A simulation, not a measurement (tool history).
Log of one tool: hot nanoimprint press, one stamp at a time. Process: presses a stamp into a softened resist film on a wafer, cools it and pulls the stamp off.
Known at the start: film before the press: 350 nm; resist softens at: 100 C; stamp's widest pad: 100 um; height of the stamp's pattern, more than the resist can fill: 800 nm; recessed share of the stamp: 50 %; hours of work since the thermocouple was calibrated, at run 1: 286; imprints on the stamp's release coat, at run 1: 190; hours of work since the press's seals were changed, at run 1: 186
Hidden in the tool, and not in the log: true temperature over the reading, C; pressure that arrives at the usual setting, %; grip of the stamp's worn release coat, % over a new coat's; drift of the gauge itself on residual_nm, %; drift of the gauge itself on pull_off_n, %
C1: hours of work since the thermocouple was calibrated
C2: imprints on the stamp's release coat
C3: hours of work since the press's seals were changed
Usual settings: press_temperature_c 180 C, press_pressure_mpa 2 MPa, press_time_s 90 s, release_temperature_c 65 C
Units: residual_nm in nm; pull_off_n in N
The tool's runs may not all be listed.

run 1 hour=0 | press_temperature_c=180 press_pressure_mpa=2 press_time_s=90 release_temperature_c=65 | C1=286 C2=190 C3=186 | residual_nm=161.3 pull_off_n=213
run 2 hour=13.4 | press_temperature_c=180 press_pressure_mpa=2 press_time_s=90 release_temperature_c=65 | C1=291 C2=220 C3=192 | residual_nm=160.7 pull_off_n=221
run 3 hour=27.2 | press_temperature_c=180 press_pressure_mpa=2 press_time_s=62 release_temperature_c=65 | C1=297 C2=251 C3=198 | residual_nm=182.8 pull_off_n=223
run 4 hour=36.9 | press_temperature_c=180 press_pressure_mpa=2 press_time_s=62 release_temperature_c=65 | C1=301 C2=272 C3=202 | residual_nm=183.2 pull_off_n=219
run 5 hour=43.3 | press_temperature_c=180 press_pressure_mpa=2 press_time_s=96 release_temperature_c=65 | C1=304 C2=286 C3=205 | residual_nm=156.6 pull_off_n=218
run 6 hour=49.4 | press_temperature_c=180 press_pressure_mpa=1.9 press_time_s=90 release_temperature_c=65 | C1=307 C2=300 C3=208 | residual_nm=164.3 pull_off_n=222
run 7 hour=55.2 | press_temperature_c=180 press_pressure_mpa=1.9 press_time_s=62 release_temperature_c=65 | C1=309 C2=312 C3=210 | residual_nm=188 pull_off_n=228
run 8 hour=66.9 | press_temperature_c=180 press_pressure_mpa=2 press_time_s=90 release_temperature_c=65 | C1=314 C2=338 C3=215 | residual_nm=160.5 pull_off_n=221
run 9 hour=74.1 | press_temperature_c=180 press_pressure_mpa=2 press_time_s=101 release_temperature_c=65 | C1=317 C2=354 C3=218 | residual_nm=153.9 pull_off_n=218
run 10 hour=87.7 | press_temperature_c=180 press_pressure_mpa=2 press_time_s=90 release_temperature_c=65 | C1=323 C2=384 C3=224 | residual_nm=160 pull_off_n=221
run 11 hour=100 | press_temperature_c=180 press_pressure_mpa=2 press_time_s=90 release_temperature_c=65 | C1=328 C2=412 C3=229 | residual_nm=160 pull_off_n=223
run 12 hour=112.5 | press_temperature_c=180 press_pressure_mpa=2 press_time_s=90 release_temperature_c=65 | C1=334 C2=439 C3=235 | residual_nm=160.7 pull_off_n=224
run 13 hour=125.5 | press_temperature_c=180 press_pressure_mpa=2 press_time_s=90 release_temperature_c=65 | C1=339 C2=468 C3=240 | residual_nm=160.2 pull_off_n=228
run 14 hour=133.8 | press_temperature_c=180 press_pressure_mpa=2 press_time_s=90 release_temperature_c=65 | C1=343 C2=486 C3=244 | residual_nm=159.6 pull_off_n=228
run 15 hour=144.3 | press_temperature_c=180 press_pressure_mpa=2 press_time_s=115 release_temperature_c=65 | C1=347 C2=509 C3=248 | residual_nm=145.4 pull_off_n=231
run 16 hour=153 | press_temperature_c=174 press_pressure_mpa=1.41 press_time_s=90 release_temperature_c=65 | C1=351 C2=529 C3=252 | residual_nm=210.5 pull_off_n=231
run 17 hour=164.3 | press_temperature_c=183 press_pressure_mpa=1.8 press_time_s=90 release_temperature_c=56 | C1=356 C2=554 C3=257 | residual_nm=156.4 pull_off_n=257
run 18 hour=174.2 | press_temperature_c=180 press_pressure_mpa=2 press_time_s=77 release_temperature_c=65 | C1=360 C2=576 C3=261 | residual_nm=169.8 pull_off_n=233
run 19 hour=185.4 | press_temperature_c=180 press_pressure_mpa=2 press_time_s=77 release_temperature_c=65 | C1=365 C2=600 C3=266 | residual_nm=169.3 pull_off_n=232
-- hour=189.1 plate thermocouple calibrated
run 20 hour=200.1 | press_temperature_c=180 press_pressure_mpa=2 press_time_s=95 release_temperature_c=63 | C1=5 C2=626 C3=271 | residual_nm=154.4 pull_off_n=237
run 21 hour=207.7 | press_temperature_c=186 press_pressure_mpa=1.72 press_time_s=144 release_temperature_c=72 | C1=8 C2=643 C3=274 | residual_nm=120.8 pull_off_n=213
run 22 hour=219 | press_temperature_c=169 press_pressure_mpa=1.72 press_time_s=144 release_temperature_c=64 | C1=13 C2=668 C3=279 | residual_nm=187.9 pull_off_n=237
run 23 hour=231.5 | press_temperature_c=187 press_pressure_mpa=2 press_time_s=90 release_temperature_c=51 | C1=18 C2=696 C3=284 | residual_nm=133.4 pull_off_n=286
-- hour=244.1 stamp cleaned and given a new release coat
-- hour=248.4 plate thermocouple calibrated, once more
run 24 hour=250.3 | press_temperature_c=187 press_pressure_mpa=2 press_time_s=90 release_temperature_c=51 | C1=1 C2=7 C3=289 | residual_nm=140.5 pull_off_n=266
run 25 hour=259 | press_temperature_c=187 press_pressure_mpa=2.12 press_time_s=109 release_temperature_c=67 | C1=5 C2=27 C3=292 | residual_nm=126.5 pull_off_n=209
run 26 hour=268.5 | press_temperature_c=187 press_pressure_mpa=2.12 press_time_s=109 release_temperature_c=67 | C1=9 C2=48 C3=296 | residual_nm=126.4 pull_off_n=211
run 27 hour=282.9 | press_temperature_c=187 press_pressure_mpa=2.12 press_time_s=109 release_temperature_c=65 | C1=15 C2=80 C3=303 | residual_nm=126.1 pull_off_n=210
run 28 hour=291.4 | press_temperature_c=174 press_pressure_mpa=1.86 press_time_s=141 release_temperature_c=65 | C1=18 C2=98 C3=306 | residual_nm=168.4 pull_off_n=219
run 29 hour=297.5 | press_temperature_c=173 press_pressure_mpa=2 press_time_s=126 release_temperature_c=52 | C1=21 C2=112 C3=309 | residual_nm=174.1 pull_off_n=260

Forecast each of these 3 alternatives for the next run:
run A hour=304.5 | press_temperature_c=180 press_pressure_mpa=1.78 press_time_s=90 release_temperature_c=65 | C1=24 C2=127 C3=312 | residual_nm=? pull_off_n=?
run B hour=304.5 | press_temperature_c=187 press_pressure_mpa=2.24 press_time_s=90 release_temperature_c=69 | C1=24 C2=127 C3=312 | residual_nm=? pull_off_n=?
run C hour=304.5 | press_temperature_c=168 press_pressure_mpa=2 press_time_s=109 release_temperature_c=71 | C1=24 C2=127 C3=312 | residual_nm=? pull_off_n=?

run=A residual_nm=174.1 pull_off_n=222
run=B residual_nm=133.4 pull_off_n=207
run=C residual_nm=207.7 pull_off_n=204
Without the tool's hidden state the same runs would have given:
run=A residual_nm=174.6 pull_off_n=217
run=B residual_nm=133.6 pull_off_n=202
run=C residual_nm=208.3 pull_off_n=199
